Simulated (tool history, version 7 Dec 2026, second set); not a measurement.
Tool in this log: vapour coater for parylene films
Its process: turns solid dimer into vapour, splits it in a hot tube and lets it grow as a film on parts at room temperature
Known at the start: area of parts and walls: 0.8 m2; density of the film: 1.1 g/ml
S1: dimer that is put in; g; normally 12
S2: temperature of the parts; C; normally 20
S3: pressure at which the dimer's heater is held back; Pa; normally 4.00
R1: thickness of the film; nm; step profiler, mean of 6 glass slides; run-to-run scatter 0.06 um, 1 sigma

run,hour,S1,S2,S3,R1
1,0.0,12,20,4.00,6800
2,9.4,12,20,4.00,6910
3,16.4,12,20,4.00,6740
4,33.1,12,20,4.00,6810
5,46.7,12,20,4.00,6710
6,54.3,12,20,4.00,6640
7,64.5,12,20,4.00,6730
8,79.5,12,20,4.00,6660
9,96.0,5,20,4.00,2850
10,108.0,5,20,4.00,2730
11,119.9,12,28,4.00,4660
12,132.8,12,28,4.00,4710
# hour 135.4: table's thermometer calibrated
13,144.1,10,16,4.00,6540
14,151.1,10,23,4.00,4860
15,165.0,15,30,4.00,5320
16,173.6,15,30,4.00,5380
17,183.9,15,30,4.00,5320
18,196.0,15,30,4.00,5340
19,206.8,15,20,2.37,9120
20,219.5,6,19,2.88,3680
# hour 222.8: table's thermometer calibrated, once more
21,233.4,20,20,2.86,11510
22,242.8,6,18,7.45,2980
23,251.8,6,18,7.45,2920
24,262.2,5,13,7.45,3030

Measured result minus the same run's result without the hidden state. Both carry the same run-to-run variation, though not necessarily the same gauge scatter:
Hidden conditions of the tool in this case: vapour lost through the trap's worn valve, %; true temperature of the parts over the reading, C; drift of the gauge itself on film_um, %.
run,R1
1,-170
2,-180
3,-190
4,-230
5,-240
6,-260
7,-280
8,-310
9,-140
10,-150
11,-270
12,-290
13,-400
14,-310
15,-370
16,-370
17,-390
18,-410
19,-730
20,-310
21,-1220
22,-320
23,-330
24,-340
